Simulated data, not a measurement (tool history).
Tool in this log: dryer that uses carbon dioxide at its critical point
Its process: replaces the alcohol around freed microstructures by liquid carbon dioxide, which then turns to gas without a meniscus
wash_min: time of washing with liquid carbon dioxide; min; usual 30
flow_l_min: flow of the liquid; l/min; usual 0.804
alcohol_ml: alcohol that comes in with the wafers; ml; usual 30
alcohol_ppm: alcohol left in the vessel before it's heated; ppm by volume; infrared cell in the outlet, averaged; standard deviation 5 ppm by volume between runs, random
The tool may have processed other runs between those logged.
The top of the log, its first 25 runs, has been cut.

run	hour	wash_min	flow_l_min	alcohol_ml	hours of work since the filter was changed	hours of work since the purifier's bed was changed	alcohol_ppm
26	1257.5	33	0.804	30	143	874	265
27	1291.9	30	1.021	30	169	900	267
# hour 1337.4: purifier's bed changed
28	1356.6	42	1.021	32	216	15	14
29	1404.6	42	1.332	32	252	51	22
30	1472.9	30	0.804	25	304	103	46
31	1529.1	42	0.591	23	346	145	70
32	1582.4	36	0.865	88	387	186	83
# hour 1635.9: inlet filter changed
33	1650.3	36	0.865	88	11	236	79
34	1678.4	36	0.865	88	32	258	82
35	1708.2	27	0.801	52	55	280	154
36	1768.2	27	0.801	52	100	326	165
37	1834.8	31	0.879	30	151	376	119
38	1894.3	31	0.879	30	196	421	136
39	1926.5	30	1.317	21	220	446	132
40	1995.1	44	1.002	77	272	498	155
41	2045.1	38	0.854	77	310	536	170
42	2098.9	30	0.804	42	351	576	203
43	2145.2	19	0.804	28	386	611	398
44	2176.7	19	0.804	28	410	635	404
# hour 2201.2: inlet filter changed
45	2208.5	19	0.804	28	6	659	357
46	2239.1	19	0.804	28	29	682	382
47	2282.7	19	0.804	28	62	715	373

Below are 4 alternative next runs, each starting from the tool's condition after run 47. Predict each:
A	2320.0	28	0.804	28	90	743	?
B	2320.0	30	0.974	30	90	743	?
C	2320.0	28	0.711	30	90	743	?
D	2320.0	19	0.804	50	90	743	?

run	alcohol_ppm
A	237
B	217
C	275
D	520
Without the tool's hidden state the same runs would have given:
run	alcohol_ppm
A	23
B	6
C	58
D	280
